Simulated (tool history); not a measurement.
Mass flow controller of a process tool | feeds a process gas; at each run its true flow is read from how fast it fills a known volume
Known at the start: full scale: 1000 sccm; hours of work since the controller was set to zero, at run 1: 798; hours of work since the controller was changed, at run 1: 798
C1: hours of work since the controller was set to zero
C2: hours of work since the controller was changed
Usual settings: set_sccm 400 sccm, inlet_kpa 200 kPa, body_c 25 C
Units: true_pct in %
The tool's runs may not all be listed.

Run 1, hour 0: usual settings; C1 798; C2 798. Result: true_pct 99.13 %.
Run 2, hour 439.7: usual settings but set_sccm 196 sccm; C1 1002; C2 1002. Result: true_pct 99.17 %.
Run 3, hour 749.7: usual settings but set_sccm 196 sccm; C1 1147; C2 1147. Result: true_pct 99.21 %.
Run 4, hour 1105.2: usual settings but set_sccm 196 sccm; C1 1313; C2 1313. Result: true_pct 99.29 %.
Run 5, hour 1476.9: usual settings but inlet_kpa 239 kPa; C1 1486; C2 1486. Result: true_pct 99.66 %.
Run 6, hour 1814.8: usual settings; C1 1643; C2 1643. Result: true_pct 99.43 %.
Run 7, hour 2256.9: usual settings; C1 1849; C2 1849. Result: true_pct 99.46 %.
Run 8, hour 2728: usual settings; C1 2069; C2 2069. Result: true_pct 99.67 %.
Run 9, hour 3121.5: usual settings; C1 2252; C2 2252. Result: true_pct 99.76 %.
Run 10, hour 3547.6: usual settings but inlet_kpa 275 kPa; C1 2451; C2 2451. Result: true_pct 100.25 %.
Run 11, hour 3777.8: usual settings but set_sccm 642 sccm, inlet_kpa 192 kPa, body_c 20 C; C1 2558; C2 2558. Result: true_pct 99.34 %.
Run 12, hour 4252.3: usual settings but set_sccm 146 sccm, inlet_kpa 195 kPa, body_c 23 C; C1 2779; C2 2779. Result: true_pct 100.05 %.
Run 13, hour 4658.1: usual settings but set_sccm 146 sccm, inlet_kpa 195 kPa, body_c 23 C; C1 2968; C2 2968. Result: true_pct 100.11 %.
Run 14, hour 4865.2: usual settings but set_sccm 277 sccm, inlet_kpa 195 kPa, body_c 23 C; C1 3065; C2 3065. Result: true_pct 99.66 %.
Run 15, hour 5252: usual settings but inlet_kpa 228 kPa, body_c 31 C; C1 3245; C2 3245. Result: true_pct 100.55 %.
Run 16, hour 5541.5: usual settings but set_sccm 116 sccm, inlet_kpa 165 kPa; C1 3380; C2 3380. Result: true_pct 100.72 %.
Run 17, hour 5955.9: usual settings but set_sccm 116 sccm, inlet_kpa 165 kPa; C1 3573; C2 3573. Result: true_pct 100.72 %.
Run 18, hour 6386.9: usual settings but set_sccm 544 sccm; C1 3774; C2 3774. Result: true_pct 100.09 %.
Run 19, hour 6655.3: usual settings but set_sccm 317 sccm, inlet_kpa 266 kPa, body_c 29 C; C1 3899; C2 3899. Result: true_pct 101.03 %.

3 ways to go on from here, each from the tool as it stands after run 19. What would each give?
Run A, hour 7094: usual settings but set_sccm 370 sccm, inlet_kpa 179 kPa, body_c 26 C; C1 4103; C2 4103. Result: true_pct ?.
Run B, hour 7094: usual settings but set_sccm 116 sccm; C1 4103; C2 4103. Result: true_pct ?.
Run C, hour 7094: usual settings but set_sccm 497 sccm; C1 4103; C2 4103. Result: true_pct ?.

run  true_pct
  A    100.05
  B    101.44
  C    100.23
Without the tool's hidden state the same runs would have given:
run  true_pct
  A     98.97
  B     98.76
  C     99.34

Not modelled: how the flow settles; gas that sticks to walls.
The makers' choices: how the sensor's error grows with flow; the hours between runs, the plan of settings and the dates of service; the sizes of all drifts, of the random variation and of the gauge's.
